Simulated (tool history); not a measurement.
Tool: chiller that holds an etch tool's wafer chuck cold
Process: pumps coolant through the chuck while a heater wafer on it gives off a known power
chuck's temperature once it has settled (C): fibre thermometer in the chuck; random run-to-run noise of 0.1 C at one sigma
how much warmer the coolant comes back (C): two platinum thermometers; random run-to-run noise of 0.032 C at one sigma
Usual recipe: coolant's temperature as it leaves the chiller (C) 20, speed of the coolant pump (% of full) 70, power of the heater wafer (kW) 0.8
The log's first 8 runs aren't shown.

run,day,coolant's temperature as it leaves the chiller (C),speed of the coolant pump (% of full),power of the heater wafer (kW),chuck's temperature once it has settled (C),how much warmer the coolant comes back (C)
9,44.579,20,70,0.605,27.8,2.84
10,48.371,20,70,0.605,27.7,2.91
11,52.742,20,70,0.605,28,2.88
12,58.608,20,70,0.8,30.4,3.8
13,63.008,20,70,0.8,30.4,3.86
14,68.862,20,70,1.145,35.1,5.48
15,74.738,20,70,1.145,35,5.52
# day 75.479: chiller's thermometer calibrated
16,81.558,20,70,1.145,35.1,5.48
17,86.15,20,90,0.438,24.5,1.6
18,94.254,22,90,0.472,26.9,1.7
19,98.062,12,97,0.561,17.5,1.88
20,104.05,19,97,0.8,27.1,2.7
21,107.608,19,97,0.8,27.2,2.65
22,113.958,12,84,0.8,21.2,3.19
# day 119.629: chiller's thermometer calibrated, once more
23,119.629,12,83,1.002,23.9,4
24,123.188,18,83,0.8,27.5,3.18
25,127.188,20,70,0.508,27,2.42
26,135.017,20,70,0.508,27.1,2.49
27,142.942,17,99,0.701,24.4,2.35
28,150.842,17,61,0.554,25.7,3.16
29,158.679,17,61,0.612,26.8,3.54
30,163.229,17,61,0.612,26.9,3.58
31,167.167,24,67,0.606,33,3.16

Alternative continuations, all from the tool just after run 31; predict every row:
A,173.658,20,67,0.8,?,?
B,173.658,23,86,1.156,?,?
C,173.658,12,78,0.606,?,?

run,chuck's temperature once it has settled (C),how much warmer the coolant comes back (C)
A,31.8,4.14
B,37.2,4.48
C,19.8,2.62
The same runs, with their run-to-run variation unchanged, on a tool lacking any hidden condition would have given:
run,chuck's temperature once it has settled (C),how much warmer the coolant comes back (C)
A,28.8,3.59
B,33.6,3.89
C,17.8,2.27

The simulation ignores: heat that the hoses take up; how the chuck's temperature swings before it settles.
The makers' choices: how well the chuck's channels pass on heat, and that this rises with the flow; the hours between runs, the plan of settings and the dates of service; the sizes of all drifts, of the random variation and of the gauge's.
